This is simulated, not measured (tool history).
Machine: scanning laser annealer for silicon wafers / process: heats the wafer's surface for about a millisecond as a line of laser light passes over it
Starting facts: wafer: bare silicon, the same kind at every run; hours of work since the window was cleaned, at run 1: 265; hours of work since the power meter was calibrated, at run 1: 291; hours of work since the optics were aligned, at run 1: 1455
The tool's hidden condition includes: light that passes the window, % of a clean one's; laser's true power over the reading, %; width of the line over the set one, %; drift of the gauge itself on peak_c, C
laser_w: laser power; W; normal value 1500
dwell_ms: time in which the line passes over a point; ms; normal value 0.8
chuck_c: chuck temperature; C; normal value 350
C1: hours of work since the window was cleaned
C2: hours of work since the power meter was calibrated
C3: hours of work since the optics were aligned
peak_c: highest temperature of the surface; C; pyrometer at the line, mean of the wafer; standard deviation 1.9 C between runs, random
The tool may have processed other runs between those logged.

run 1 hour=0 | laser_w=1500 dwell_ms=0.8 chuck_c=350 | C1=265 C2=291 C3=1455 | peak_c=1159
run 2 hour=9.9 | laser_w=1500 dwell_ms=0.8 chuck_c=350 | C1=270 C2=296 C3=1460 | peak_c=1159
run 3 hour=23.4 | laser_w=1500 dwell_ms=0.8 chuck_c=364 | C1=278 C2=304 C3=1468 | peak_c=1170
run 4 hour=38.2 | laser_w=1500 dwell_ms=0.8 chuck_c=364 | C1=286 C2=312 C3=1476 | peak_c=1174
run 5 hour=51.7 | laser_w=1500 dwell_ms=0.648 chuck_c=350 | C1=293 C2=319 C3=1483 | peak_c=1078
run 6 hour=68.1 | laser_w=1500 dwell_ms=0.648 chuck_c=311 | C1=302 C2=328 C3=1492 | peak_c=1037
run 7 hour=82.2 | laser_w=1500 dwell_ms=0.648 chuck_c=311 | C1=309 C2=335 C3=1499 | peak_c=1042
run 8 hour=89.8 | laser_w=1500 dwell_ms=0.648 chuck_c=311 | C1=313 C2=339 C3=1504 | peak_c=1037
run 9 hour=101 | laser_w=1500 dwell_ms=0.648 chuck_c=311 | C1=319 C2=345 C3=1510 | peak_c=1041
run 10 hour=108.3 | laser_w=1500 dwell_ms=0.648 chuck_c=311 | C1=323 C2=349 C3=1513 | peak_c=1038
-- hour=120.3 optics aligned, line set to its width
run 11 hour=125.5 | laser_w=1500 dwell_ms=0.8 chuck_c=358 | C1=330 C2=356 C3=3 | peak_c=1180
run 12 hour=139.7 | laser_w=1500 dwell_ms=0.8 chuck_c=358 | C1=338 C2=364 C3=10 | peak_c=1180
run 13 hour=150.9 | laser_w=1500 dwell_ms=0.871 chuck_c=350 | C1=344 C2=370 C3=17 | peak_c=1205
run 14 hour=166.5 | laser_w=1448 dwell_ms=0.8 chuck_c=350 | C1=352 C2=378 C3=25 | peak_c=1138
run 15 hour=178.1 | laser_w=1448 dwell_ms=0.8 chuck_c=350 | C1=358 C2=384 C3=31 | peak_c=1141
run 16 hour=192.9 | laser_w=1448 dwell_ms=0.8 chuck_c=350 | C1=366 C2=392 C3=39 | peak_c=1139
run 17 hour=209 | laser_w=1448 dwell_ms=0.956 chuck_c=350 | C1=375 C2=401 C3=48 | peak_c=1217
run 18 hour=219.8 | laser_w=1448 dwell_ms=0.575 chuck_c=388 | C1=381 C2=407 C3=54 | peak_c=1056
run 19 hour=226.8 | laser_w=1448 dwell_ms=0.575 chuck_c=388 | C1=385 C2=411 C3=57 | peak_c=1059
run 20 hour=239.6 | laser_w=1563 dwell_ms=0.604 chuck_c=388 | C1=391 C2=417 C3=64 | peak_c=1131
run 21 hour=255.7 | laser_w=1525 dwell_ms=0.751 chuck_c=390 | C1=400 C2=426 C3=73 | peak_c=1196
-- hour=261.1 window over the wafer cleaned
run 22 hour=273.1 | laser_w=1500 dwell_ms=0.972 chuck_c=353 | C1=6 C2=434 C3=81 | peak_c=1272
run 23 hour=287.7 | laser_w=1500 dwell_ms=0.972 chuck_c=353 | C1=14 C2=442 C3=89 | peak_c=1274
run 24 hour=300.5 | laser_w=1392 dwell_ms=0.722 chuck_c=333 | C1=21 C2=449 C3=96 | peak_c=1068
run 25 hour=313.7 | laser_w=1392 dwell_ms=0.843 chuck_c=333 | C1=28 C2=456 C3=103 | peak_c=1124
run 26 hour=322.1 | laser_w=1574 dwell_ms=0.728 chuck_c=353 | C1=33 C2=461 C3=108 | peak_c=1191
run 27 hour=337.5 | laser_w=1542 dwell_ms=0.8 chuck_c=362 | C1=41 C2=469 C3=116 | peak_c=1221
run 28 hour=349.7 | laser_w=1391 dwell_ms=0.637 chuck_c=343 | C1=48 C2=476 C3=123 | peak_c=1033

4 ways to go on from here, each from the tool as it stands after run 28. What would each give?
run A hour=358.7 | laser_w=1462 dwell_ms=0.8 chuck_c=350 | C1=53 C2=481 C3=127 | peak_c=?
run B hour=358.7 | laser_w=1626 dwell_ms=0.737 chuck_c=329 | C1=53 C2=481 C3=127 | peak_c=?
run C hour=358.7 | laser_w=1458 dwell_ms=0.8 chuck_c=365 | C1=53 C2=481 C3=127 | peak_c=?
run D hour=358.7 | laser_w=1301 dwell_ms=0.623 chuck_c=345 | C1=53 C2=481 C3=127 | peak_c=?

run=A peak_c=1158
run=B peak_c=1199
run=C peak_c=1174
run=D peak_c=981
Without the tool's unlogged condition, the same runs would have read:
run=A peak_c=1163
run=B peak_c=1205
run=C peak_c=1179
run=D peak_c=985
